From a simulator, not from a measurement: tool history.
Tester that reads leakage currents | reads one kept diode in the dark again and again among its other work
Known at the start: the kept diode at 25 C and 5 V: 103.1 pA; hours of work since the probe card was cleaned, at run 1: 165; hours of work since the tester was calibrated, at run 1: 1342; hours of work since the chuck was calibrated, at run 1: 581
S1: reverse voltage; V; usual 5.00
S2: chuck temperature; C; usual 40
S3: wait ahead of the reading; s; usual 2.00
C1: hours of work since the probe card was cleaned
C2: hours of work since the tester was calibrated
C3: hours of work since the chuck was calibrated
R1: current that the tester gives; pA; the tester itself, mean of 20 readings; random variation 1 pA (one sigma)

| run | hour | S1 | S2 | S3 | C1 | C2 | C3 | R1 |
|---|---|---|---|---|---|---|---|---|
| 1 | 0.0 | 5.00 | 40 | 2.00 | 165 | 1342 | 581 | 359.26 |
| 2 | 13.5 | 5.00 | 40 | 2.00 | 173 | 1349 | 588 | 357.95 |
| 3 | 42.4 | 5.00 | 40 | 2.00 | 189 | 1365 | 604 | 359.27 |
| 4 | 75.9 | 5.00 | 40 | 2.00 | 207 | 1384 | 622 | 358.09 |
| 5 | 89.7 | 5.00 | 23 | 2.00 | 214 | 1391 | 630 | 92.01 |
| 6 | 119.8 | 5.00 | 23 | 2.00 | 231 | 1408 | 646 | 92.70 |
| 7 | 139.0 | 5.00 | 23 | 2.00 | 241 | 1418 | 657 | 92.82 |
| 8 | 169.0 | 5.00 | 23 | 2.00 | 258 | 1435 | 673 | 93.48 |
| 9 | 196.8 | 5.00 | 40 | 0.71 | 273 | 1450 | 688 | 362.85 |
| 10 | 229.6 | 5.00 | 40 | 0.71 | 291 | 1468 | 706 | 362.35 |
| 11 | 250.6 | 5.00 | 38 | 2.00 | 302 | 1479 | 718 | 309.91 |
| 12 | 275.3 | 5.00 | 38 | 2.00 | 316 | 1493 | 731 | 312.52 |
| 13 | 289.6 | 5.00 | 38 | 2.00 | 324 | 1500 | 739 | 311.48 |
| 14 | 317.5 | 5.00 | 40 | 2.00 | 339 | 1516 | 754 | 362.84 |
| 15 | 341.9 | 5.00 | 40 | 2.00 | 352 | 1529 | 768 | 362.39 |
| 16 | 368.9 | 1.23 | 40 | 2.00 | 367 | 1544 | 782 | 186.59 |
| 17 | 386.3 | 5.00 | 47 | 2.00 | 377 | 1553 | 792 | 611.06 |
| 18 | 413.3 | 5.00 | 47 | 2.00 | 391 | 1568 | 807 | 613.97 |
| 19 | 440.3 | 5.00 | 47 | 2.00 | 406 | 1583 | 821 | 611.22 |
| 20 | 455.6 | 4.20 | 40 | 2.00 | 414 | 1591 | 830 | 336.27 |
| 21 | 484.4 | 4.20 | 40 | 2.00 | 430 | 1607 | 846 | 337.15 |
| 22 | 518.1 | 4.20 | 40 | 2.00 | 449 | 1625 | 864 | 337.91 |
| 23 | 545.7 | 5.00 | 42 | 0.45 | 464 | 1640 | 879 | 428.95 |
|  | 555.3 | chuck's temperature calibrated |
| 24 | 572.4 | 14.11 | 20 | 4.13 | 477 | 1654 | 9 | 116.62 |

The next listed run, before its measurement:
| 25 | 597.0 | 14.11 | 20 | 4.13 | 491 | 1667 | 23 | ? |

Run 25 gave R1 117.04 pA.
Without the tool's hidden state the same run would have given R1 110.85 pA.
